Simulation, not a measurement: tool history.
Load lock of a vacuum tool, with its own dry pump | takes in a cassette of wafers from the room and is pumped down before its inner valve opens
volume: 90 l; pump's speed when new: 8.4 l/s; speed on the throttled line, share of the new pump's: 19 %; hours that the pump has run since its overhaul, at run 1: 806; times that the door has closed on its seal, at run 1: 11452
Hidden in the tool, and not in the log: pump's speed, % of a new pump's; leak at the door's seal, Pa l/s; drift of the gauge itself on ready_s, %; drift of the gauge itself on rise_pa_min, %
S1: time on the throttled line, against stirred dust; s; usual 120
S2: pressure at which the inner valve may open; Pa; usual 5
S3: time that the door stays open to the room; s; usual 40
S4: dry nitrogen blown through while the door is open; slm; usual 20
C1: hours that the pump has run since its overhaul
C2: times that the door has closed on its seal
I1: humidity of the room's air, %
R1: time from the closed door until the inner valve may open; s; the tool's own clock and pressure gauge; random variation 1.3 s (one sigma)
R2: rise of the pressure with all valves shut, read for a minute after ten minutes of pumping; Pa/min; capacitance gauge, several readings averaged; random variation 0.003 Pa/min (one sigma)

run    hour   S1  S2   S3  S4    C1     C2    I1     R1     R2
  1       0  120   5   40  20   806  11452  47.8  207.2  0.054
  2   149.2  120   7   40  20   955  11816  46.5  202.7  0.052
  3   254.7  120   7   40  20  1061  12073  41.9  201.5  0.054
  4   384.7  120   5   40  20  1191  12390  43.5  208.1  0.055
  5     547  120   5  195  20  1353  12786  42.7  207.8   0.09
  6   699.4  120   5   40  20  1505  13158  49.1  206.9  0.062
  7   844.5  120   5   40  20  1650  13512  43.1  208.7  0.063
  8  1044.4  105   5   40  20  1850  13999    49  195.7  0.064
  9  1146.5  105   5   40  20  1952  14248  45.4  198.1  0.068
 10  1336.4  105   5   40  20  2142  14711  42.1  197.4   0.06
 11  1463.6  105   5   40  20  2270  15022  48.6  197.5   0.07
 12  1638.6  105   5   40  20  2445  15448  43.4  198.3  0.065
 13    1788  105   5   40  20  2594  15813  47.7    196  0.075
 14  1890.2  120   5   40   8  2696  16062  50.2    209  0.083
 15  1993.4  120   5   40   8  2799  16314  43.5  209.9  0.084
 16    2174  120   5   40   8  2980  16754  44.4  206.7  0.087
 17  2313.2  120   7   40  20  3119  17094  42.5  206.5  0.075
 18  2524.2  120   5   40  20  3330  17609  44.1  208.7  0.078
 19  2707.6  120   5   47  29  3514  18056  44.4  209.1  0.076
 20  2913.6  120   5   32  43  3720  18558  46.6  211.6  0.072
 21  3095.3  120   4   53  43  3901  19002  45.3  214.1  0.085
 22  3229.5   63   8   40  11  4035  19329  43.6  159.9  0.097
 23  3406.3   63   8   40  11  4212  19760  45.9  159.5  0.103
 24  3595.7  231   6   40  11  4402  20222  45.2  297.2  0.104
 25  3698.8  120   7   40  20  4505  20474  47.5  208.7  0.098
 26  3921.5  120   5  168  22  4727  21017  47.6  212.9  0.126
 27  4058.5   65   5  168  22  4864  21351  46.3    168  0.127
 28  4190.6   65   5   66   8  4997  21673    49  169.8  0.129
 29  4393.1  120   5   40  37  5199  22167    45  211.3  0.098
 30  4523.8   88   5  153  20  5330  22486  46.8  188.3  0.137
 31    4713   88   5  153  20  5519  22947  47.7  186.5   0.14
 32  4815.8  120   5  154  20  5622  23198  43.9  212.3  0.142
 33  4926.4  120   5   60   7  5732  23468  45.9    213  0.138
 34  5097.7  120   5   60   7  5904  23886  46.7  214.6  0.142
 35  5282.4  120   5   60   7  6088  24336  46.3  215.2  0.145
 36  5431.4   97   6   50  16  6237  24700  50.7    193  0.137

Hidden state or all else? Some run-to-run changes of R1, split into what the settings, what came in and random variation would give without the hidden state, and what is left for the hidden state (with any gauge scatter that isn't in both results):
Run 21 -> 22: S1 120 -> 63, S2 4 -> 8, S3 53 -> 40, S4 43 -> 11. R1 -54.2 s: hidden state +0.4, all else -54.6.
Run 23 -> 24: S1 63 -> 231, S2 8 -> 6. R1 +137.7 s: hidden state -2.3, all else +140.
Run 24 -> 25: S1 231 -> 120, S2 6 -> 7, S4 11 -> 20. R1 -88.5 s: hidden state +2, all else -90.5.
Run 26 -> 27: S1 120 -> 65. R1 -44.9 s: hidden state +1.1, all else -46.
